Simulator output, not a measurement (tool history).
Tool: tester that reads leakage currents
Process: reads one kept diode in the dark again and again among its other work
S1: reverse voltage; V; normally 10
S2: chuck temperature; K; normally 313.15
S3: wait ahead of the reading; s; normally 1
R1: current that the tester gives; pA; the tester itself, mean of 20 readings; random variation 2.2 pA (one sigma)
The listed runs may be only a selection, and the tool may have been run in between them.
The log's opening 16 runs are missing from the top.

Run 17, day 38.867: usual settings but S3 0.38 s. Result: R1 786.67 pA.
Run 18, day 42.379: usual settings. Result: R1 788.31 pA.
Run 19, day 44.654: usual settings. Result: R1 787.27 pA.
Run 20, day 46.762: usual settings. Result: R1 786.96 pA.
Run 21, day 48.696: usual settings. Result: R1 786.83 pA.
Run 22, day 52.15: usual settings. Result: R1 794.19 pA.
Run 23, day 54.746: usual settings but S1 3.5 V, S2 314.15 K, S3 1.68 s. Result: R1 540.87 pA.
Run 24, day 57.142: usual settings but S1 1.1 V, S2 314.15 K, S3 1.68 s. Result: R1 330.51 pA.
Run 25, day 59.279: usual settings but S1 1.1 V, S2 294.15 K, S3 9.98 s. Result: R1 74.32 pA.
Run 26, day 62.579: usual settings but S1 1.1 V, S2 294.15 K, S3 2.68 s. Result: R1 74.64 pA.
Run 27, day 65.229: usual settings but S2 299.15 K, S3 0.57 s. Result: R1 295.94 pA.
Run 28, day 68.546: usual settings but S1 16.2 V, S2 299.15 K, S3 0.43 s. Result: R1 376.13 pA.
Run 29, day 71.767: usual settings but S1 3.5 V, S2 309.15 K, S3 0.41 s. Result: R1 386.93 pA.
Run 30, day 75.338: usual settings but S1 8.3 V, S2 312.15 K. Result: R1 697.15 pA.
Run 31, day 77.804: usual settings but S1 1.7 V, S2 298.15 K. Result: R1 125.43 pA.
Run 32, day 80.475: usual settings but S1 1.7 V, S2 298.15 K. Result: R1 125.52 pA.
Run 33, day 81.917: usual settings but S2 297.15 K. Result: R1 261.31 pA.
Run 34, day 84.496: usual settings but S1 13.7 V, S2 322.15 K, S3 3.8 s. Result: R1 1721.22 pA.
Run 35, day 86.717: usual settings but S1 13.7 V, S2 322.15 K, S3 3.8 s. Result: R1 1727.83 pA.
Run 36, day 88.504: usual settings but S3 1.21 s. Result: R1 817.14 pA.
Run 37, day 92.012: usual settings but S3 1.21 s. Result: R1 821.44 pA.
Run 38, day 93.642: usual settings but S3 1.21 s. Result: R1 824.69 pA.

What does the tool deliver on the next run?
Run 39, day 96.983: usual settings but S3 1.21 s. Result: R1 ?.

Run 39 came out at R1 832.11 pA.
On a tool with no hidden condition, and with the same random variation, this run would have come out at R1 741.18 pA.
